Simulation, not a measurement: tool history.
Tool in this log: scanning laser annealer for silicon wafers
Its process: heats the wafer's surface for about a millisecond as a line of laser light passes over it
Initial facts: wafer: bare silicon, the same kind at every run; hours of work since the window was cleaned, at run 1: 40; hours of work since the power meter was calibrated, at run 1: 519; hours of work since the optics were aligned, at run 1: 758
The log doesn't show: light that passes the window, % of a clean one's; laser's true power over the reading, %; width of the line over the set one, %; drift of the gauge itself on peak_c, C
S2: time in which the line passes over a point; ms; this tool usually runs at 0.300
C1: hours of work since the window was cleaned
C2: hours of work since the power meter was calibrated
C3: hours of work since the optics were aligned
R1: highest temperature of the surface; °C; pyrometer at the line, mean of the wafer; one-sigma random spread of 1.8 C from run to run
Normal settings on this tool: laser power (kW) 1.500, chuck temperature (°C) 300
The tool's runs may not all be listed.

Run 1, hour 0.0: usual settings; C1 40; C2 519; C3 758. Result: R1 1039 °C.
Run 2, hour 61.9: usual settings; C1 76; C2 555; C3 794. Result: R1 1036 °C.
Run 3, hour 136.4: usual settings; C1 119; C2 598; C3 837. Result: R1 1036 °C.
Run 4, hour 182.8: usual settings but S2 0.326 ms; C1 146; C2 625; C3 864. Result: R1 1060 °C.
Run 5, hour 249.3: usual settings; C1 184; C2 663; C3 902. Result: R1 1031 °C.
At hour 280.3: optics aligned, line set to its width.
Run 6, hour 320.9: usual settings; C1 223; C2 702; C3 23. Result: R1 1040 °C.
Run 7, hour 389.3: usual settings; C1 262; C2 741; C3 63. Result: R1 1034 °C.
Run 8, hour 454.9: usual settings; C1 300; C2 779; C3 101. Result: R1 1035 °C.
Run 9, hour 505.7: usual settings but chuck temperature (°C) 292; C1 329; C2 809; C3 130. Result: R1 1026 °C.
Run 10, hour 573.8: usual settings but chuck temperature (°C) 292; C1 369; C2 848; C3 170. Result: R1 1023 °C.
Run 11, hour 610.5: usual settings; C1 390; C2 869; C3 191. Result: R1 1031 °C.
Run 12, hour 645.1: usual settings; C1 410; C2 889; C3 211. Result: R1 1025 °C.
Run 13, hour 715.6: usual settings but chuck temperature (°C) 295; C1 451; C2 930; C3 252. Result: R1 1022 °C.
Run 14, hour 750.5: usual settings; C1 471; C2 950; C3 272. Result: R1 1028 °C.
Run 15, hour 802.4: usual settings; C1 501; C2 980; C3 302. Result: R1 1023 °C.
Run 16, hour 845.5: usual settings; C1 526; C2 1005; C3 327. Result: R1 1023 °C.
Run 17, hour 914.1: usual settings; C1 566; C2 1045; C3 366. Result: R1 1024 °C.
At hour 919.9: window over the wafer cleaned.
Run 18, hour 974.7: usual settings; C1 32; C2 1079; C3 400. Result: R1 1008 °C.
Run 19, hour 1011.6: usual settings but laser power (kW) 1.292, S2 0.291 ms, chuck temperature (°C) 260; C1 53; C2 1100; C3 422. Result: R1 854 °C.
Run 20, hour 1072.9: usual settings but laser power (kW) 1.292, S2 0.305 ms, chuck temperature (°C) 295; C1 88; C2 1135; C3 457. Result: R1 899 °C.
At hour 1086.5: window over the wafer cleaned, once more.
Run 21, hour 1109.9: usual settings but laser power (kW) 1.292, S2 0.305 ms, chuck temperature (°C) 295; C1 14; C2 1155; C3 477. Result: R1 927 °C.
Run 22, hour 1151.4: usual settings but S2 0.276 ms, chuck temperature (°C) 269; C1 38; C2 1179; C3 501. Result: R1 981 °C.
Run 23, hour 1203.0: usual settings but laser power (kW) 1.450, S2 0.336 ms, chuck temperature (°C) 269; C1 67; C2 1209; C3 531. Result: R1 1016 °C.
Run 24, hour 1269.7: usual settings but laser power (kW) 1.621, S2 0.338 ms, chuck temperature (°C) 330; C1 106; C2 1248; C3 570. Result: R1 1174 °C.
Run 25, hour 1312.1: usual settings but laser power (kW) 1.621, S2 0.338 ms, chuck temperature (°C) 330; C1 130; C2 1272; C3 594. Result: R1 1176 °C.
Run 26, hour 1360.1: usual settings but chuck temperature (°C) 303; C1 158; C2 1300; C3 622. Result: R1 1034 °C.
Run 27, hour 1421.1: usual settings but laser power (kW) 1.499, S2 0.334 ms, chuck temperature (°C) 330; C1 193; C2 1335; C3 657. Result: R1 1096 °C.
Run 28, hour 1459.9: usual settings but laser power (kW) 1.499, S2 0.334 ms, chuck temperature (°C) 330; C1 216; C2 1358; C3 680. Result: R1 1092 °C.
Run 29, hour 1523.9: usual settings but laser power (kW) 1.499, S2 0.334 ms, chuck temperature (°C) 330; C1 253; C2 1395; C3 717. Result: R1 1094 °C.
Run 30, hour 1557.7: usual settings but laser power (kW) 1.497, S2 0.365 ms, chuck temperature (°C) 270; C1 272; C2 1414; C3 736. Result: R1 1063 °C.
Run 31, hour 1626.8: usual settings but laser power (kW) 1.546, S2 0.222 ms, chuck temperature (°C) 340; C1 312; C2 1454; C3 776. Result: R1 993 °C.
Run 32, hour 1668.4: usual settings but laser power (kW) 1.546, S2 0.222 ms, chuck temperature (°C) 340; C1 336; C2 1478; C3 800. Result: R1 997 °C.
Run 33, hour 1708.5: usual settings but laser power (kW) 1.357, S2 0.288 ms; C1 360; C2 1502; C3 823. Result: R1 936 °C.
Run 34, hour 1771.5: usual settings but laser power (kW) 1.540, S2 0.230 ms, chuck temperature (°C) 308; C1 396; C2 1538; C3 860. Result: R1 967 °C.
Run 35, hour 1820.7: usual settings but laser power (kW) 1.540, S2 0.230 ms, chuck temperature (°C) 308; C1 424; C2 1566; C3 888. Result: R1 964 °C.
At hour 1878.2: optics aligned, line set to its width.
Run 36, hour 1887.2: usual settings but laser power (kW) 1.579, S2 0.219 ms, chuck temperature (°C) 337; C1 460; C2 1602; C3 5. Result: R1 1008 °C.

Some steps in R1 between neighbouring runs. How much of each would the tool show without its hidden state too (settings, what came in, random variation), and how much is left for the hidden state, with any gauge scatter that isn't in both results?
Run 17 -> 18: window over the wafer cleaned. R1 -16 °C: hidden state -14, all else -2.
Run 18 -> 19: laser power (kW) 1.500 -> 1.292, S2 0.300 -> 0.291, chuck temperature (°C) 300 -> 260. R1 -154 °C: hidden state +6, all else -160.
Run 20 -> 21: window over the wafer cleaned, once more. R1 +28 °C: hidden state +29, all else -1.
Run 23 -> 24: laser power (kW) 1.450 -> 1.621, S2 0.336 -> 0.338, chuck temperature (°C) 269 -> 330. R1 +158 °C: hidden state -5, all else +163.
Run 25 -> 26: laser power (kW) 1.621 -> 1.500, S2 0.338 -> 0.300, chuck temperature (°C) 330 -> 303. R1 -142 °C: hidden state +1, all else -143.
Run 35 -> 36: laser power (kW) 1.540 -> 1.579, S2 0.230 -> 0.219, chuck temperature (°C) 308 -> 337, optics aligned, line set to its width. R1 +44 °C: hidden state +9, all else +35.
